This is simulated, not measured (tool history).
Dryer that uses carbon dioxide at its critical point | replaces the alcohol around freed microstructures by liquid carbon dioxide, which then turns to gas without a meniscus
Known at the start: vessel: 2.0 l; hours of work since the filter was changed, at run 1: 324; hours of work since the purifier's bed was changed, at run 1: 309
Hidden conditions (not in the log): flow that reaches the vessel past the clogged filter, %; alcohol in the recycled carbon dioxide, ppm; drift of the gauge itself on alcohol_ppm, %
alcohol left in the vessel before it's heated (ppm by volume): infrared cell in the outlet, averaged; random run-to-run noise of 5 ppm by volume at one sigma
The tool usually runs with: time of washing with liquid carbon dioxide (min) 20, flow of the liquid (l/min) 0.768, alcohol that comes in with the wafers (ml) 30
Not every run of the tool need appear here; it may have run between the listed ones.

run	hour	time of washing with liquid carbon dioxide (min)	flow of the liquid (l/min)	alcohol that comes in with the wafers (ml)	hours of work since the filter was changed	hours of work since the purifier's bed was changed	alcohol left in the vessel before it's heated (ppm by volume)
1	0	20	0.768	30	324	309	117
2	26.5	20	0.768	30	334	319	116
# hour 48.3: inlet filter changed
3	61.6	20	0.768	30	5	332	99
4	84.6	20	0.768	30	14	341	123
5	121.5	20	0.768	30	28	355	114
6	137.7	20	0.768	30	34	361	123
7	170.2	20	0.768	79	47	373	146
8	206	20	0.768	102	60	387	174
9	229.1	20	0.768	102	69	396	166
10	248.8	20	1.189	30	77	403	119
11	271.4	20	1.189	30	85	412	127
12	305.1	20	0.768	112	98	425	185
13	334.6	20	0.768	21	109	436	129
14	369.3	24	1.031	26	123	449	137
15	399.6	21	0.795	30	134	461	143
16	423.5	18	0.768	30	143	470	172
17	451	14	0.888	33	154	480	206
18	479.5	15	1.062	93	165	491	192
19	504.3	15	1.062	93	174	501	182
20	539.6	31	1.069	23	187	514	153
21	558.2	13	1.033	23	195	521	193
22	583.3	19	1.191	54	204	531	154
23	606.6	25	1.254	53	213	540	169
24	636.4	16	0.519	22	224	551	428
25	657.2	16	0.519	22	232	559	430
26	685.3	16	0.519	22	243	570	427

Forecast each of these 3 alternatives for the next run:
A	722.7	23	0.777	81	257	584	?
B	722.7	13	0.673	27	257	584	?
C	722.7	27	1.005	95	257	584	?

run	alcohol left in the vessel before it's heated (ppm by volume)
A	187
B	461
C	166
Take away the tool's hidden state, keep each run's random variation, and the runs would have read:
run	alcohol left in the vessel before it's heated (ppm by volume)
A	10
B	240
C	1

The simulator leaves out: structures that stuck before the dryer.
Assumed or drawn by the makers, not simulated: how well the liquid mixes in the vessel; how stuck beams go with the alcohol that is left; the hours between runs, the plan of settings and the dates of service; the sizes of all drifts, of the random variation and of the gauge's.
